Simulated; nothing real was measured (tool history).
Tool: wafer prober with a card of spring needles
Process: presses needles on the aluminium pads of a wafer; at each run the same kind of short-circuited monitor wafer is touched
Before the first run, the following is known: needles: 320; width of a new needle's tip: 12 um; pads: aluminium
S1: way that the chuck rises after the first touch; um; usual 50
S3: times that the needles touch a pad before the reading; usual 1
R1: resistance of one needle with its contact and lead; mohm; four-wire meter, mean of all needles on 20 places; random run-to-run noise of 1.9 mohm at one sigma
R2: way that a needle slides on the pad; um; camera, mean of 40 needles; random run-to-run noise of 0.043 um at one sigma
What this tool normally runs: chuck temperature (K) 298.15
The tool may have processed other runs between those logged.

run 1 hour=0 | S1=50 chuck_temperature_(K)=298.15 S3=1 | R1=304 R2=7.73
run 2 hour=5.1 | S1=50 chuck_temperature_(K)=316.15 S3=1 | R1=323 R2=7.71
run 3 hour=13.6 | S1=50 chuck_temperature_(K)=316.15 S3=1 | R1=339 R2=7.71
-- hour=19.9 tips cleaned on abrasive film
run 4 hour=23.2 | S1=50 chuck_temperature_(K)=316.15 S3=1 | R1=248 R2=7.67
run 5 hour=29.2 | S1=55 chuck_temperature_(K)=316.15 S3=1 | R1=276 R2=8.48
run 6 hour=40.5 | S1=50 chuck_temperature_(K)=298.15 S3=1 | R1=327 R2=7.65
run 7 hour=49 | S1=50 chuck_temperature_(K)=396.15 S3=1 | R1=340 R2=7.59
-- hour=53.1 tips cleaned on abrasive film
run 8 hour=57.5 | S1=50 chuck_temperature_(K)=310.15 S3=1 | R1=256 R2=7.7
run 9 hour=63.6 | S1=50 chuck_temperature_(K)=310.15 S3=1 | R1=292 R2=7.64
run 10 hour=74.5 | S1=50 chuck_temperature_(K)=310.15 S3=1 | R1=326 R2=7.58
run 11 hour=81.9 | S1=50 chuck_temperature_(K)=310.15 S3=1 | R1=335 R2=7.66
-- hour=87 tips cleaned on abrasive film
run 12 hour=90.4 | S1=32 chuck_temperature_(K)=326.15 S3=1 | R1=301 R2=4.91
run 13 hour=101.1 | S1=69 chuck_temperature_(K)=326.15 S3=3 | R1=228 R2=10.58
run 14 hour=109.6 | S1=69 chuck_temperature_(K)=326.15 S3=3 | R1=233 R2=10.64
-- hour=120.2 tips cleaned on abrasive film
run 15 hour=120.9 | S1=30 chuck_temperature_(K)=326.15 S3=2 | R1=237 R2=4.51
run 16 hour=128.5 | S1=30 chuck_temperature_(K)=326.15 S3=2 | R1=325 R2=4.48
run 17 hour=134.8 | S1=40 chuck_temperature_(K)=326.15 S3=2 | R1=305 R2=6.08
run 18 hour=144.5 | S1=57 chuck_temperature_(K)=311.15 S3=1 | R1=310 R2=8.74
run 19 hour=150.6 | S1=34 chuck_temperature_(K)=380.15 S3=2 | R1=371 R2=5.13

Here are 4 independent what-if runs from the current tool condition. What would each one return?
-- hour=153.9 tips cleaned on abrasive film
run A hour=155.6 | S1=50 chuck_temperature_(K)=298.15 S3=2 | R1=? R2=?
-- hour=153.9 tips cleaned on abrasive film
run B hour=155.6 | S1=41 chuck_temperature_(K)=380.15 S3=2 | R1=? R2=?
-- hour=153.9 tips cleaned on abrasive film
run C hour=155.6 | S1=50 chuck_temperature_(K)=298.15 S3=1 | R1=? R2=?
-- hour=153.9 tips cleaned on abrasive film
run D hour=155.6 | S1=50 chuck_temperature_(K)=298.15 S3=2 | R1=? R2=?

run=A R1=225 R2=7.63
run=B R1=253 R2=6.24
run=C R1=235 R2=7.61
run=D R1=227 R2=7.63
With the hidden condition removed and each run's random variation left untouched, the same runs would have given:
run=A R1=204 R2=7.73
run=B R1=227 R2=6.34
run=C R1=200 R2=7.71
run=D R1=206 R2=7.74

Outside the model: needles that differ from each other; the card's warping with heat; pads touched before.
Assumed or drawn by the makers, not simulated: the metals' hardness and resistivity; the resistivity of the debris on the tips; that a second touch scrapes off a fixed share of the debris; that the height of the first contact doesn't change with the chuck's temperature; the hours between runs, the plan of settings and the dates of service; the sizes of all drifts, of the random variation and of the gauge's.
